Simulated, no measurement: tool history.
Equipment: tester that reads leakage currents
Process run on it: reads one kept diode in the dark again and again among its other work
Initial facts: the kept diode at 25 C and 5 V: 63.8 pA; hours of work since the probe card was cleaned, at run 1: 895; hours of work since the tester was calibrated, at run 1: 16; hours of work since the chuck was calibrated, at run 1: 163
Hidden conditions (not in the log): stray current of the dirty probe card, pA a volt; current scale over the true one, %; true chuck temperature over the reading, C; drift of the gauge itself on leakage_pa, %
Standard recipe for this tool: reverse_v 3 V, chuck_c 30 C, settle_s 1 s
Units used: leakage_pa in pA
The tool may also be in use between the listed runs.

| run | day | reverse_v | chuck_c | settle_s | hours of work since the probe card was cleaned | hours of work since the tester was calibrated | hours of work since the chuck was calibrated | leakage_pa |
|---|---|---|---|---|---|---|---|---|
| 1 | 0 | 3 | 30 | 1 | 895 | 16 | 163 | 82 |
| 2 | 4.288 | 3 | 30 | 1 | 942 | 63 | 210 | 81.67 |
| 3 | 7.05 | 3 | 30 | 1 | 972 | 93 | 240 | 81.73 |
| 4 | 9.804 | 3 | 30 | 1 | 1002 | 123 | 270 | 81.93 |
| 5 | 13.592 | 3 | 30 | 1 | 1043 | 165 | 312 | 81.14 |
| 6 | 17.558 | 3 | 30 | 1 | 1086 | 208 | 355 | 81.79 |
| 7 | 20.896 | 3 | 30 | 1 | 1123 | 244 | 391 | 81.41 |
| 8 | 25.617 | 3 | 30 | 2.32 | 1174 | 296 | 443 | 81.05 |
| 9 | 29.825 | 3 | 30 | 2.32 | 1220 | 342 | 488 | 80.8 |
| 10 | 32.992 | 3 | 30 | 2.32 | 1255 | 376 | 523 | 80.41 |
| 11 | 35.621 | 3 | 56 | 1 | 1283 | 405 | 552 | 551.83 |
| 12 | 38.733 | 3 | 30 | 1 | 1317 | 439 | 586 | 80.25 |
| 13 | 41.975 | 3 | 30 | 1 | 1353 | 474 | 621 | 80.79 |
| 14 | 46.588 | 3 | 30 | 1 | 1403 | 524 | 671 | 79.91 |
| 15 | 51.021 | 3 | 30 | 1 | 1451 | 573 | 720 | 80.07 |
| 16 | 53.429 | 3 | 30 | 0.36 | 1478 | 599 | 746 | 80.35 |
|  | 55.833 | chuck's temperature calibrated |
| 17 | 57.192 | 3 | 30 | 0.36 | 1518 | 639 | 15 | 85.81 |
| 18 | 60.892 | 3 | 34 | 0.36 | 1558 | 679 | 55 | 116.28 |
| 19 | 63.975 | 2 | 42 | 1 | 1592 | 713 | 89 | 185.78 |
| 20 | 65.925 | 17.54 | 30 | 0.8 | 1613 | 734 | 110 | 169.4 |
|  | 66.321 | tester calibrated |
| 21 | 70.7 | 18.45 | 31 | 1 | 1664 | 48 | 161 | 183.1 |
| 22 | 74.804 | 3.27 | 39 | 3.06 | 1709 | 92 | 206 | 173.51 |
| 23 | 77.308 | 3.27 | 39 | 3.06 | 1736 | 120 | 233 | 172.38 |
| 24 | 80.25 | 3.27 | 39 | 3.06 | 1768 | 152 | 265 | 172.59 |
| 25 | 84.725 | 3.27 | 39 | 3.06 | 1817 | 201 | 314 | 172.51 |
| 26 | 87.796 | 7.36 | 51 | 3.73 | 1850 | 234 | 348 | 547.29 |

Estimate the outcome of run 27 from the log above:
|  | 90.654 | tester calibrated, once more |
| 27 | 91.667 | 7.36 | 51 | 3.73 | 1892 | 11 | 389 | ? |

leakage_pa: 545.04 pA
With no hidden state in the tool, this same run would have given leakage_pa 544.3 pA.

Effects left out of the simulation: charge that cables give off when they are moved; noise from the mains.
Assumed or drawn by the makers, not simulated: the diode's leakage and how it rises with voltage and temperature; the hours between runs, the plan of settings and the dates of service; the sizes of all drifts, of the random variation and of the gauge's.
